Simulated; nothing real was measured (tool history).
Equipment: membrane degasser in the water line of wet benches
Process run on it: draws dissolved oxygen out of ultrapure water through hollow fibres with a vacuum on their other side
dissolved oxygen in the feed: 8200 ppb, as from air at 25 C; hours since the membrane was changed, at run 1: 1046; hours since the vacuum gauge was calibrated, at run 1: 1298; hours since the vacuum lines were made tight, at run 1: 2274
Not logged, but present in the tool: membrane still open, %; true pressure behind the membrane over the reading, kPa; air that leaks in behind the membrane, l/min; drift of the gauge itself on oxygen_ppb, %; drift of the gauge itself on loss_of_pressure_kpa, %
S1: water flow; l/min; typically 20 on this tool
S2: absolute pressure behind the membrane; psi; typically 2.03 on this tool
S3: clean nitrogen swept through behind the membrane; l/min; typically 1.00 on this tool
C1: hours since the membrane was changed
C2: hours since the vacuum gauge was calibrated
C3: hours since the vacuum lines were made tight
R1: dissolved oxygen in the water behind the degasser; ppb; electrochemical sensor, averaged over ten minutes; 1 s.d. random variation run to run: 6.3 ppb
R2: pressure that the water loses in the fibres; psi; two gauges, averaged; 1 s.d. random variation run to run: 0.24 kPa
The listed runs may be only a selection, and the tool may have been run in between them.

| run | hour | S1 | S2 | S3 | C1 | C2 | C3 | R1 | R2 |
|---|---|---|---|---|---|---|---|---|---|
| 1 | 0.0 | 20 | 2.03 | 1.00 | 1046 | 1298 | 2274 | 638.1 | 9.071 |
| 2 | 139.0 | 20 | 2.03 | 1.00 | 1185 | 1437 | 2413 | 642.0 | 9.101 |
| 3 | 256.4 | 30 | 2.03 | 1.00 | 1303 | 1554 | 2530 | 1138.9 | 13.606 |
| 4 | 359.0 | 20 | 2.03 | 1.00 | 1405 | 1657 | 2633 | 656.7 | 9.148 |
| 5 | 505.6 | 20 | 2.03 | 1.00 | 1552 | 1804 | 2779 | 643.4 | 9.137 |
| 6 | 571.6 | 20 | 2.03 | 1.00 | 1618 | 1869 | 2845 | 640.0 | 9.074 |
| 7 | 637.8 | 20 | 2.03 | 1.00 | 1684 | 1936 | 2912 | 642.5 | 9.103 |
| 8 | 747.4 | 20 | 2.03 | 1.00 | 1794 | 2045 | 3021 | 637.1 | 9.103 |
| 9 | 878.3 | 20 | 4.95 | 1.00 | 1924 | 2176 | 3152 | 1342.7 | 9.139 |
| 10 | 980.4 | 20 | 4.95 | 1.00 | 2027 | 2278 | 3254 | 1357.2 | 9.168 |
| 11 | 1101.8 | 20 | 4.95 | 1.00 | 2148 | 2400 | 3376 | 1350.4 | 9.119 |
| 12 | 1170.6 | 21 | 4.77 | 1.00 | 2217 | 2469 | 3444 | 1370.1 | 9.616 |
| 13 | 1288.6 | 21 | 4.77 | 1.00 | 2335 | 2587 | 3562 | 1385.5 | 9.617 |
| 14 | 1380.0 | 20 | 4.77 | 0.63 | 2426 | 2678 | 3654 | 1785.5 | 9.243 |
| 15 | 1514.8 | 20 | 4.77 | 0.63 | 2561 | 2813 | 3789 | 1804.3 | 9.221 |
| 16 | 1640.6 | 19 | 4.89 | 2.16 | 2687 | 2939 | 3914 | 755.7 | 8.679 |
| 17 | 1737.0 | 23 | 1.97 | 2.16 | 2783 | 3035 | 4011 | 557.0 | 10.502 |
| 18 | 1840.2 | 20 | 2.28 | 0.60 | 2886 | 3138 | 4114 | 966.3 | 9.233 |
| 19 | 1913.3 | 13 | 2.55 | 1.23 | 2959 | 3211 | 4187 | 389.0 | 5.952 |
|  | 2015.9 | vacuum gauge calibrated |
| 20 | 2055.1 | 20 | 4.77 | 0.52 | 3101 | 39 | 4328 | 2039.3 | 9.150 |

Hidden state at the last listed run before each entry between runs and at the first one after, where it differs:
Runs 19 to 20: vacuum gauge calibrated (hour 2015.9)
  membrane still open, %: 97.6 -> 97.5; true pressure behind the membrane over the reading, kPa: 0.13 -> 0.04; air that leaks in behind the membrane, l/min: 0.0106 -> 0.0108
  measured value less the no-hidden-state value, R1: +12.7 -> +21.2 ppb; R2: +0.145 -> +0.232 psi
